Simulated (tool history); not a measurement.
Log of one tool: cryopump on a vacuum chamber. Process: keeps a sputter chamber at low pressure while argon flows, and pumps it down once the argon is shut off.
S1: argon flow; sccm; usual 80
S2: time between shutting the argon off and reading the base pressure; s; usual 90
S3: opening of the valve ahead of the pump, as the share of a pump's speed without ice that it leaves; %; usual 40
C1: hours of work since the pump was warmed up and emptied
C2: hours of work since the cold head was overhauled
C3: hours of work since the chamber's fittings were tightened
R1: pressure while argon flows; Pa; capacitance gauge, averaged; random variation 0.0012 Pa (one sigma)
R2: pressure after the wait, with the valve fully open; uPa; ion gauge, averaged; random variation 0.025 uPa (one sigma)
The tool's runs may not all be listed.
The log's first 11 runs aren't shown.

run   hour   S1   S2  S3   C1   C2    C3      R1    R2
 12  413.8   47   90  40  286  286   934  0.1564  1.79
 13  460.0   80   90  20  309  309   957  0.5267  1.81
 14  480.0   80   90  42  318  318   967  0.2541  1.77
 15  525.8   80   90  32  341  341   990  0.3298  1.87
 16  548.0   80   90  26  352  352  1001  0.4041  1.86
 17  576.8   35  159  31  366  366  1015  0.1489  1.52
 18  613.9   35  159  31  385  385  1033  0.1500  1.47
 19  661.8   35  159  31  408  408  1057  0.1497  1.56
 20  696.7   48  268  46  426  426  1074  0.1405  1.45
 21  727.1   82   26  49  441  441  1089  0.2243  3.77
 22  772.1   47  161  37  463  463  1111  0.1701  1.58
 23  807.7   80   90  29  480  480  1129  0.3684  1.98
 24  831.6   80   20  33  492  492  1141  0.3222  4.65
 25  851.9  151   29  36  502  502  1151  0.5634  3.57

The next listed run, before its measurement:
 26  893.2  59  121  23  523  523  1171   ?   ?

R1: 0.3417 Pa
R2: 1.84 uPa
Without the tool's hidden state the same run would have given R1 0.3346 Pa, R2 0.78 uPa.

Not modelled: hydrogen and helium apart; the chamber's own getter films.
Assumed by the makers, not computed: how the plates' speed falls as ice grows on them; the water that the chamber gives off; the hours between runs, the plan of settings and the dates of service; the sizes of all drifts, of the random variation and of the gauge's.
